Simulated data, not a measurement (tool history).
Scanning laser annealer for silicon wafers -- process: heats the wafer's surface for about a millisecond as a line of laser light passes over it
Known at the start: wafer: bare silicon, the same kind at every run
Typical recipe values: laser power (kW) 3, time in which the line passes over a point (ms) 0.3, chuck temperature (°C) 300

run	hour	laser power (kW)	time in which the line passes over a point (ms)	chuck temperature (°C)	highest temperature of the surface (°C)
1	0	3	0.3	300	1076
2	68.5	3	0.3	300	1081
3	106.2	3	0.3	300	1081
4	180.1	3	0.3	300	1082
5	250.8	3	0.3	300	1080
6	285.2	3	0.3	300	1079
7	331.9	3.204	0.3	300	1148
8	390.2	3.204	0.3	300	1150
9	451.3	3.204	0.3	300	1150
10	495.1	3.204	0.3	300	1147
11	530.3	3	0.334	300	1128
12	569.8	3	0.3	300	1079
13	650.7	3	0.3	300	1080
14	683.5	3	0.3	300	1081
15	722.6	3	0.3	274	1054
16	792	3	0.3	274	1052
17	845.3	3	0.3	299	1077
18	886.7	3	0.3	299	1078
19	958.5	3	0.3	299	1078
20	993.3	3	0.3	299	1083
21	1068.7	3	0.266	304	1033
22	1111	3	0.266	302	1031
23	1163.7	3.045	0.269	323	1075
24	1227.6	3.1	0.377	290	1211
25	1298.4	3.088	0.3	300	1111
26	1344.2	3.141	0.226	282	996
27	1381.9	2.975	0.271	261	992
28	1419.6	3.094	0.269	278	1044
29	1472.4	3.094	0.269	278	1043
30	1549.2	3.173	0.3	324	1162
31	1620.9	3.173	0.3	324	1161
32	1679.6	3.293	0.3	309	1188
33	1740.8	3.226	0.257	281	1071
34	1773.9	3.037	0.257	290	1019
35	1838.1	3	0.3	262	1042
36	1872.4	3	0.3	262	1043
37	1948.5	2.616	0.3	300	950
38	1985.5	2.616	0.3	300	949
39	2049.4	2.616	0.3	300	952

Taken out of this log: 2 entries between the listed runs. Where each belongs, and how the hidden state differs across it:
After run 3, before run 4: optics aligned, line set to its width (hour 140.1)
  light that passes the window, % of a clean one's: 99.97 -> 99.96; width of the line over the set one, %: 0.08 -> 0.01
After run 18, before run 19: window over the wafer cleaned (hour 942.8)
  light that passes the window, % of a clean one's: 99.91 -> 100
